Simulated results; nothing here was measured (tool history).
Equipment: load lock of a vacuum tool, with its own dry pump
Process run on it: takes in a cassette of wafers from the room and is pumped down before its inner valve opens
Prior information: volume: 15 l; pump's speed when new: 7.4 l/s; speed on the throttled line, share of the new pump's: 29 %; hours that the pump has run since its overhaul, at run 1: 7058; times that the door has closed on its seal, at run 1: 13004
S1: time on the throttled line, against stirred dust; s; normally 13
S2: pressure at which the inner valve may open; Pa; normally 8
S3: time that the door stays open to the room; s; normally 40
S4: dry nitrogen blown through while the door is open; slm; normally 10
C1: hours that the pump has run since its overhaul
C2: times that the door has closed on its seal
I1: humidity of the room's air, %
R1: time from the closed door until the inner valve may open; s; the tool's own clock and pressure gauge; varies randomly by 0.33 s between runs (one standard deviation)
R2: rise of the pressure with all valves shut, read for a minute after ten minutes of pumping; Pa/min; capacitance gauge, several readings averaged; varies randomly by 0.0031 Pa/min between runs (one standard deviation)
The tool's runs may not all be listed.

run      day  S1  S2   S3  S4    C1     C2    I1    R1     R2
  1        0  13   8   40  10  7058  13004  42.1  29.8  0.111
  2    5.658  13   8   40  10  7194  13290  44.4  29.6  0.115
  3   11.708  13   8   40  10  7340  13595  44.5  29.9   0.12
  4    18.35  13   8   40  10  7499  13931  45.4  30.3  0.122
  5   22.604  13   8   40  10  7601  14145    43  30.1  0.112
  6   28.321  13   8   40  10  7738  14434  40.9  30.1  0.123
  7   33.925  13   8   40  10  7873  14717  43.3  29.7  0.126
  8     36.9  13   8   40  10  7944  14867  46.3  30.5  0.124
  9   41.192  13  16   40  10  8047  15084  43.4  28.3  0.125
 10   47.267  13   8   40  36  8193  15390  44.1    30   0.11
 11   50.662  13   8   40  18  8274  15562  47.4  30.3  0.129
 12   55.954  13   8   40  18  8401  15829  48.7    30  0.129
 13   60.575   8   9  155  29  8512  16062  40.6  26.2  0.151
 14   65.467  13   8   40   7  8630  16309  43.5  30.5  0.136
 15   71.125  13   8   51  10  8765  16595  43.1  30.4  0.147
 16   76.196  12  11   40   6  8887  16851  45.6  28.2   0.14
 17   80.917  12  15   40  42  9001  17089    46  28.2  0.118
 18   87.462  21   8   45  10  9158  17419  45.5  35.6   0.15
 19   90.562  13  12   40  11  9232  17576  47.4    29  0.151
 20   95.775  13  14   93  10  9357  17839  43.5  28.7   0.18
 21  102.462  13   8  111  16  9518  18177  43.7  29.2  0.171
 22  107.529  13   8  111  16  9639  18432  46.9  30.4  0.185
 23  110.592   9   8  111  13  9713  18587  45.4    28  0.187
 24  114.496  13   8   77  13  9806  18784  45.1    30  0.173

Alternative continuations, all from the tool just after run 24; predict every row:
  A  117.388   9   7  115  10  9876  18930  44.3   ?   ?
  B  117.388  13   7   77   6  9876  18930  46.4   ?   ?
  C  117.388  13   8   77   7  9876  18930    46   ?   ?
  D  117.388  13   8   82  13  9876  18930  46.4   ?   ?
  E  117.388  13   7   50   5  9876  18930  45.1   ?   ?

run    R1     R2
  A  27.9  0.196
  B  30.5  0.185
  C  30.3  0.186
  D  30.6  0.177
  E  30.8  0.172
Without the tool's hidden state the same runs would have given:
run    R1     R2
  A  26.3  0.104
  B  28.9  0.094
  C  28.7  0.093
  D    29  0.084
  E  29.2  0.079

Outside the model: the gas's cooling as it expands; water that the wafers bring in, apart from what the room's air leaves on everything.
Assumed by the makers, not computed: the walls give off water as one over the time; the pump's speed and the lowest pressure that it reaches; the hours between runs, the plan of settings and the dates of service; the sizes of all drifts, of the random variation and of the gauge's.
